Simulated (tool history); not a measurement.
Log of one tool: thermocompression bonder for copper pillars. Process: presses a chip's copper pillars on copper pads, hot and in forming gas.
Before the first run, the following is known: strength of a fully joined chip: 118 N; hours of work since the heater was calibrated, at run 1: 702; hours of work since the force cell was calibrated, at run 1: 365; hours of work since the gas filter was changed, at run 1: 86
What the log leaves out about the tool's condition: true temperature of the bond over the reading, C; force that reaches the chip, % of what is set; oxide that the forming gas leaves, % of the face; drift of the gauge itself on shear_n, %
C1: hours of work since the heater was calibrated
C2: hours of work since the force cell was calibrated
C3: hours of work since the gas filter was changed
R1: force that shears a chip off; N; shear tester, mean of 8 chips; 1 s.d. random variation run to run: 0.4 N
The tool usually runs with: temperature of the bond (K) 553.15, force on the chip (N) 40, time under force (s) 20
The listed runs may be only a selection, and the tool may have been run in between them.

{"run": 1, "hour": 0.0, "temperature of the bond (K)": 553.15, "force on the chip (N)": 40, "time under force (s)": 20, "C1": 702, "C2": 365, "C3": 86, "R1": 45.0}
{"run": 2, "hour": 16.6, "temperature of the bond (K)": 553.15, "force on the chip (N)": 40, "time under force (s)": 40, "C1": 713, "C2": 376, "C3": 97, "R1": 56.6}
{"run": 3, "hour": 43.9, "temperature of the bond (K)": 553.15, "force on the chip (N)": 40, "time under force (s)": 20, "C1": 730, "C2": 393, "C3": 114, "R1": 43.9}
{"run": 4, "hour": 63.2, "temperature of the bond (K)": 553.15, "force on the chip (N)": 40, "time under force (s)": 20, "C1": 742, "C2": 405, "C3": 126, "R1": 43.9}
{"hour": 67.3, "done": "heater calibrated with a thermocouple chip"}
{"hour": 94.8, "done": "forming gas filter changed"}
{"run": 5, "hour": 100.4, "temperature of the bond (K)": 553.15, "force on the chip (N)": 40, "time under force (s)": 20, "C1": 20, "C2": 427, "C3": 3, "R1": 49.3}
{"run": 6, "hour": 117.1, "temperature of the bond (K)": 553.15, "force on the chip (N)": 40, "time under force (s)": 20, "C1": 31, "C2": 437, "C3": 14, "R1": 48.6}
{"run": 7, "hour": 132.4, "temperature of the bond (K)": 530.15, "force on the chip (N)": 40, "time under force (s)": 49, "C1": 40, "C2": 447, "C3": 24, "R1": 52.6}
{"hour": 152.3, "done": "heater calibrated with a thermocouple chip, once more"}
{"run": 8, "hour": 166.8, "temperature of the bond (K)": 575.15, "force on the chip (N)": 30, "time under force (s)": 11, "C1": 9, "C2": 467, "C3": 44, "R1": 31.7}
{"run": 9, "hour": 181.6, "temperature of the bond (K)": 576.15, "force on the chip (N)": 29, "time under force (s)": 11, "C1": 18, "C2": 476, "C3": 53, "R1": 31.0}
{"run": 10, "hour": 206.1, "temperature of the bond (K)": 576.15, "force on the chip (N)": 57, "time under force (s)": 24, "C1": 34, "C2": 492, "C3": 68, "R1": 69.6}
{"run": 11, "hour": 224.0, "temperature of the bond (K)": 539.15, "force on the chip (N)": 47, "time under force (s)": 13, "C1": 45, "C2": 503, "C3": 80, "R1": 32.0}

Each row is a separate what-if for the run after 11, all from the same tool condition, not one after another. Results?
{"run": "A", "hour": 249.2, "temperature of the bond (K)": 578.15, "force on the chip (N)": 52, "time under force (s)": 13, "C1": 61, "C2": 519, "C3": 95, "R1": "?"}
{"run": "B", "hour": 249.2, "temperature of the bond (K)": 553.15, "force on the chip (N)": 24, "time under force (s)": 26, "C1": 61, "C2": 519, "C3": 95, "R1": "?"}
{"run": "C", "hour": 249.2, "temperature of the bond (K)": 553.15, "force on the chip (N)": 33, "time under force (s)": 20, "C1": 61, "C2": 519, "C3": 95, "R1": "?"}

run=A R1=54.3
run=B R1=27.6
run=C R1=32.5
What these runs would have given with no unlogged condition in the tool:
run=A R1=58.4
run=B R1=29.7
run=C R1=35.1
